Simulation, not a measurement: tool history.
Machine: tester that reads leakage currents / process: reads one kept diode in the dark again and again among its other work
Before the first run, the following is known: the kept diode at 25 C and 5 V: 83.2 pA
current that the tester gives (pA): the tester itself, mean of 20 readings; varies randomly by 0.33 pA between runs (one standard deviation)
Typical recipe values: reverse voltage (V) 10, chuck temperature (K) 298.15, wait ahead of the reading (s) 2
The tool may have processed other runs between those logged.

| run | hour | reverse voltage (V) | chuck temperature (K) | wait ahead of the reading (s) | current that the tester gives (pA) |
|---|---|---|---|---|---|
| 1 | 0 | 10 | 298.15 | 2 | 118.37 |
| 2 | 234.7 | 10 | 325.15 | 2 | 629.24 |
| 3 | 348.2 | 10 | 325.15 | 2 | 623.59 |
| 4 | 487.4 | 10 | 299.15 | 2 | 124.57 |
| 5 | 598.5 | 14.9 | 299.15 | 2 | 151.28 |
|  | 623.4 | probe card cleaned and baked |
| 6 | 769.9 | 14.9 | 299.15 | 2 | 152.94 |
| 7 | 978.5 | 10 | 298.15 | 2 | 117.77 |
|  | 993.4 | chuck's temperature calibrated |
| 8 | 1103 | 10 | 298.15 | 9.68 | 127.23 |
| 9 | 1338.4 | 10 | 298.15 | 9.68 | 126.52 |
| 10 | 1568.8 | 10 | 323.15 | 0.95 | 576.27 |
| 11 | 1711.3 | 3.6 | 309.15 | 0.39 | 163.27 |
|  | 1783.1 | probe card cleaned and baked, once more |
| 12 | 1889.1 | 2.2 | 299.15 | 0.87 | 63.85 |
| 13 | 2118.4 | 2.2 | 299.15 | 0.87 | 62.9 |
| 14 | 2274.8 | 10 | 301.15 | 2 | 126.51 |
| 15 | 2505.6 | 2.8 | 293.15 | 2 | 43.15 |

What would each run have given without the hidden state, its run-to-run variation left as it was?
What the log doesn't record here: stray current of the dirty probe card, pA a volt; current scale over the true one, %; true chuck temperature over the reading, C; drift of the gauge itself on leakage_pa, %.
| run | current that the tester gives (pA) |
|---|---|
| 1 | 109.71 |
| 2 | 648.9 |
| 3 | 646.6 |
| 4 | 117.58 |
| 5 | 137.99 |
| 6 | 136.79 |
| 7 | 109.34 |
| 8 | 107.79 |
| 9 | 107.76 |
| 10 | 572.63 |
| 11 | 162.1 |
| 12 | 67.65 |
| 13 | 67.43 |
| 14 | 135.36 |
| 15 | 46.94 |
